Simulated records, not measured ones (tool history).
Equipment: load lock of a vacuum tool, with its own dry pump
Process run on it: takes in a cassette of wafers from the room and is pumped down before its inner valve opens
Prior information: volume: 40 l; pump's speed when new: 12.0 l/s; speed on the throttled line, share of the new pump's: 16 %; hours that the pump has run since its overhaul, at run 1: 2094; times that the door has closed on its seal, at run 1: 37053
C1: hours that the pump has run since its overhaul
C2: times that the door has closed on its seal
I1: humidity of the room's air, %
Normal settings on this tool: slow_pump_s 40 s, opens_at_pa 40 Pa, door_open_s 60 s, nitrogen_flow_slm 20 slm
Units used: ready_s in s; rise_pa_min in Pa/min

Run 1, hour 0.0: usual settings; C1 2094; C2 37053; I1 42.6. Result: ready_s 60.1 s, rise_pa_min 0.288 Pa/min.
Run 2, hour 398.0: usual settings; C1 2492; C2 38961; I1 44.4. Result: ready_s 59.9 s, rise_pa_min 0.313 Pa/min.
Run 3, hour 724.0: usual settings; C1 2818; C2 40524; I1 47.8. Result: ready_s 60.5 s, rise_pa_min 0.329 Pa/min.
Run 4, hour 1146.5: usual settings but nitrogen_flow_slm 5 slm; C1 3240; C2 42550; I1 46.0. Result: ready_s 59.9 s, rise_pa_min 0.360 Pa/min.
At hour 1224.9: door's seal changed, seat wiped.
Run 5, hour 1714.8: usual settings but nitrogen_flow_slm 5 slm; C1 3807; C2 2349; I1 46.2. Result: ready_s 59.8 s, rise_pa_min 0.047 Pa/min.
Run 6, hour 2256.1: usual settings but nitrogen_flow_slm 5 slm; C1 4349; C2 4944; I1 47.2. Result: ready_s 60.2 s, rise_pa_min 0.057 Pa/min.
Run 7, hour 2556.6: usual settings but nitrogen_flow_slm 5 slm; C1 4649; C2 6384; I1 45.2. Result: ready_s 60.3 s, rise_pa_min 0.057 Pa/min.
Run 8, hour 3045.0: usual settings but nitrogen_flow_slm 5 slm; C1 5137; C2 8726; I1 42.7. Result: ready_s 60.7 s, rise_pa_min 0.065 Pa/min.
Run 9, hour 3309.3: usual settings; C1 5402; C2 9993; I1 48.6. Result: ready_s 60.6 s, rise_pa_min 0.062 Pa/min.
Run 10, hour 3717.6: usual settings but opens_at_pa 32 Pa; C1 5810; C2 11950; I1 46.6. Result: ready_s 61.1 s, rise_pa_min 0.076 Pa/min.
Run 11, hour 4208.6: usual settings but opens_at_pa 34 Pa; C1 6301; C2 14304; I1 43.8. Result: ready_s 61.3 s, rise_pa_min 0.085 Pa/min.
Run 12, hour 4530.5: usual settings but opens_at_pa 34 Pa; C1 6623; C2 15847; I1 47.7. Result: ready_s 61.2 s, rise_pa_min 0.090 Pa/min.
Run 13, hour 4939.2: usual settings but opens_at_pa 34 Pa; C1 7032; C2 17806; I1 50.4. Result: ready_s 61.6 s, rise_pa_min 0.108 Pa/min.
Run 14, hour 5422.6: usual settings; C1 7515; C2 20124; I1 43.9. Result: ready_s 60.7 s, rise_pa_min 0.111 Pa/min.
Run 15, hour 6001.0: usual settings but slow_pump_s 63 s; C1 8093; C2 22897; I1 48.3. Result: ready_s 80.7 s, rise_pa_min 0.132 Pa/min.
Run 16, hour 6499.0: usual settings; C1 8591; C2 25284; I1 47.6. Result: ready_s 61.0 s, rise_pa_min 0.152 Pa/min.
Run 17, hour 7024.2: usual settings but door_open_s 26 s; C1 9117; C2 27802; I1 45.4. Result: ready_s 60.6 s, rise_pa_min 0.161 Pa/min.
Run 18, hour 7543.3: usual settings but opens_at_pa 61 Pa; C1 9636; C2 30291; I1 44.7. Result: ready_s 59.6 s, rise_pa_min 0.188 Pa/min.
Run 19, hour 8077.1: usual settings but opens_at_pa 67 Pa, door_open_s 74 s; C1 10170; C2 32850; I1 41.7. Result: ready_s 59.9 s, rise_pa_min 0.212 Pa/min.
Run 20, hour 8496.5: usual settings but door_open_s 168 s, nitrogen_flow_slm 39 slm; C1 10589; C2 34860; I1 42.7. Result: ready_s 61.5 s, rise_pa_min 0.232 Pa/min.
Run 21, hour 8935.3: usual settings but door_open_s 168 s, nitrogen_flow_slm 39 slm; C1 11028; C2 36964; I1 44.9. Result: ready_s 61.3 s, rise_pa_min 0.250 Pa/min.
Run 22, hour 9338.3: usual settings but slow_pump_s 45 s, opens_at_pa 44 Pa, door_open_s 37 s, nitrogen_flow_slm 13 slm; C1 11431; C2 38896; I1 45.5. Result: ready_s 65.3 s, rise_pa_min 0.265 Pa/min.
At hour 9559.5: dry pump taken out, an overhauled one fitted.
Run 23, hour 9610.4: usual settings but opens_at_pa 42 Pa, door_open_s 97 s; C1 51; C2 40171; I1 44.1. Result: ready_s 59.9 s, rise_pa_min 0.287 Pa/min.
Run 24, hour 10050.9: usual settings but opens_at_pa 42 Pa, door_open_s 97 s; C1 491; C2 42283; I1 44.9. Result: ready_s 60.0 s, rise_pa_min 0.312 Pa/min.
At hour 10190.5: door's seal changed, seat wiped.
Run 25, hour 10293.9: usual settings but opens_at_pa 42 Pa, door_open_s 97 s; C1 733; C2 496; I1 49.5. Result: ready_s 59.9 s, rise_pa_min 0.036 Pa/min.
Run 26, hour 10782.1: usual settings but slow_pump_s 47 s, opens_at_pa 79 Pa; C1 1221; C2 2836; I1 47.2. Result: ready_s 64.1 s, rise_pa_min 0.039 Pa/min.
Run 27, hour 11368.6: usual settings but slow_pump_s 38 s, opens_at_pa 79 Pa, door_open_s 208 s, nitrogen_flow_slm 11 slm; C1 1808; C2 5648; I1 45.5. Result: ready_s 56.2 s, rise_pa_min 0.069 Pa/min.
Run 28, hour 11844.3: usual settings but slow_pump_s 38 s, opens_at_pa 30 Pa, door_open_s 96 s, nitrogen_flow_slm 8 slm; C1 2283; C2 7929; I1 44.4. Result: ready_s 60.0 s, rise_pa_min 0.066 Pa/min.
Run 29, hour 12269.7: usual settings but slow_pump_s 38 s, opens_at_pa 54 Pa, door_open_s 193 s, nitrogen_flow_slm 8 slm; C1 2709; C2 9968; I1 43.7. Result: ready_s 58.1 s, rise_pa_min 0.084 Pa/min.
Run 30, hour 12797.2: usual settings but slow_pump_s 38 s, opens_at_pa 54 Pa, door_open_s 193 s, nitrogen_flow_slm 8 slm; C1 3236; C2 12497; I1 44.4. Result: ready_s 57.7 s, rise_pa_min 0.096 Pa/min.
Run 31, hour 13327.0: usual settings but slow_pump_s 31 s, door_open_s 87 s; C1 3766; C2 15037; I1 45.5. Result: ready_s 53.7 s, rise_pa_min 0.088 Pa/min.
Run 32, hour 13760.0: usual settings but slow_pump_s 32 s, opens_at_pa 73 Pa, door_open_s 87 s; C1 4199; C2 17112; I1 48.0. Result: ready_s 52.2 s, rise_pa_min 0.101 Pa/min.
Run 33, hour 14230.9: usual settings but slow_pump_s 32 s, opens_at_pa 73 Pa, door_open_s 87 s; C1 4670; C2 19370; I1 47.2. Result: ready_s 52.3 s, rise_pa_min 0.110 Pa/min.
Run 34, hour 14820.5: usual settings but slow_pump_s 32 s, opens_at_pa 73 Pa, door_open_s 87 s; C1 5259; C2 22196; I1 45.2. Result: ready_s 52.9 s, rise_pa_min 0.128 Pa/min.
Run 35, hour 15354.1: usual settings but slow_pump_s 21 s, opens_at_pa 73 Pa, door_open_s 36 s; C1 5793; C2 24754; I1 45.4. Result: ready_s 43.4 s, rise_pa_min 0.136 Pa/min.
Run 36, hour 15628.2: usual settings but slow_pump_s 47 s, opens_at_pa 44 Pa, door_open_s 32 s, nitrogen_flow_slm 14 slm; C1 6067; C2 26069; I1 44.3. Result: ready_s 66.3 s, rise_pa_min 0.151 Pa/min.

Consider 3 possible next runs. They are alternatives, not a sequence: every one starts from the tool as it was left by run 36. What does each give?
Run A, hour 16212.3: usual settings but slow_pump_s 34 s, opens_at_pa 44 Pa, door_open_s 32 s, nitrogen_flow_slm 14 slm; C1 6651; C2 28869; I1 45.4. Result: ready_s ?, rise_pa_min ?.
Run B, hour 16212.3: usual settings but slow_pump_s 47 s, opens_at_pa 41 Pa, door_open_s 32 s, nitrogen_flow_slm 14 slm; C1 6651; C2 28869; I1 45.7. Result: ready_s ?, rise_pa_min ?.
Run C, hour 16212.3: usual settings but slow_pump_s 47 s, opens_at_pa 41 Pa, door_open_s 28 s, nitrogen_flow_slm 7 slm; C1 6651; C2 28869; I1 42.1. Result: ready_s ?, rise_pa_min ?.

run  ready_s  rise_pa_min
  A     56.1        0.174
  B     66.8        0.167
  C     67.1        0.170
Without the tool's hidden state the same runs would have given:
run  ready_s  rise_pa_min
  A     54.3        0.026
  B     65.1        0.021
  C     65.5        0.024

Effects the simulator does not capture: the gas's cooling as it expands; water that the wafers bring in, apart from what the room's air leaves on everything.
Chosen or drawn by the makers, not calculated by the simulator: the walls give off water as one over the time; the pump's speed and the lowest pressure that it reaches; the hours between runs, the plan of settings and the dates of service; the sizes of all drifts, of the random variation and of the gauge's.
